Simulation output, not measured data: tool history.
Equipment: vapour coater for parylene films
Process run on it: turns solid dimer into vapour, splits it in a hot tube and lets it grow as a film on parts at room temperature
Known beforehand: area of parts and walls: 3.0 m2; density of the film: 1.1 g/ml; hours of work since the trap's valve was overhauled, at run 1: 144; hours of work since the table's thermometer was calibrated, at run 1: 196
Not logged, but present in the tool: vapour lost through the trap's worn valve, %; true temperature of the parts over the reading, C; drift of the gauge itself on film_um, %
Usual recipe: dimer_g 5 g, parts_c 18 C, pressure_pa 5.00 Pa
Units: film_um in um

run,day,dimer_g,parts_c,pressure_pa,hours of work since the trap's valve was overhauled,hours of work since the table's thermometer was calibrated,film_um
1,0.000,5,18,5.00,144,196,0.72
2,1.775,5,10,5.00,177,229,1.06
3,4.388,5,10,5.00,227,278,1.04
4,6.379,5,18,4.14,264,316,0.73
5,7.829,5,18,4.14,291,343,0.70
6,10.638,8,18,6.15,344,396,1.03

Run 7 comes next. What will it give?
# day 11.458: trap's valve overhauled
7,12.971,8,18,6.15,29,437,?

{"run 7": {"film_um": 1.18}}
With the hidden condition absent and the run-to-run variation left alone, this run would have shown film_um 1.21 um.
